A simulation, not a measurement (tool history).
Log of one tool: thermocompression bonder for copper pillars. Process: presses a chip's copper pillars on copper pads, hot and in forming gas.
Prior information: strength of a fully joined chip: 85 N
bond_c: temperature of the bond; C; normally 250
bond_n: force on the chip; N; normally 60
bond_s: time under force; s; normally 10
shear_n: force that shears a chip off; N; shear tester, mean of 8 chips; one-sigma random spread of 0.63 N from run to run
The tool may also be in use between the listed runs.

run,hour,bond_c,bond_n,bond_s,shear_n
1,0,250,60,10,34.2
2,18.4,250,60,10,34.1
# hour 21.8: forming gas filter changed
3,37.9,231,60,10,29.1
4,67.7,231,60,10,29.4
5,96.9,250,60,6,27.6
6,126.6,250,60,10,35.1
7,150.4,250,60,10,34.3
8,170,250,76,10,40.5
9,187.7,233,60,10,29
10,205.3,233,60,10,28.6
11,218.8,233,60,10,28.6
12,233,233,60,10,29.1
13,255.8,233,60,10,28
14,282.1,250,46,10,28.1
15,298.9,250,46,10,26.5
16,318.2,250,60,10,32.8
# hour 329.1: forming gas filter changed
17,338.9,250,60,10,35.3
18,352.3,250,60,10,34.9
19,367.4,250,60,15,41.2
20,392.2,250,60,15,40.7
21,415.6,250,60,15,40.9
22,428.4,262,49,19,43.4
23,457.9,220,38,19,23
24,488.7,236,78,10,36.3
25,509.2,263,60,29,54.1
26,535.2,231,72,17,38.7
27,561.4,240,60,10,30.2

For run 28, what comes out?
28,578.1,240,60,10,?

{"run 28": {"shear_n": 29.7}}
Were there no unlogged condition in the tool, this run, its random variation unchanged, would have produced shear_n 34.5 N.
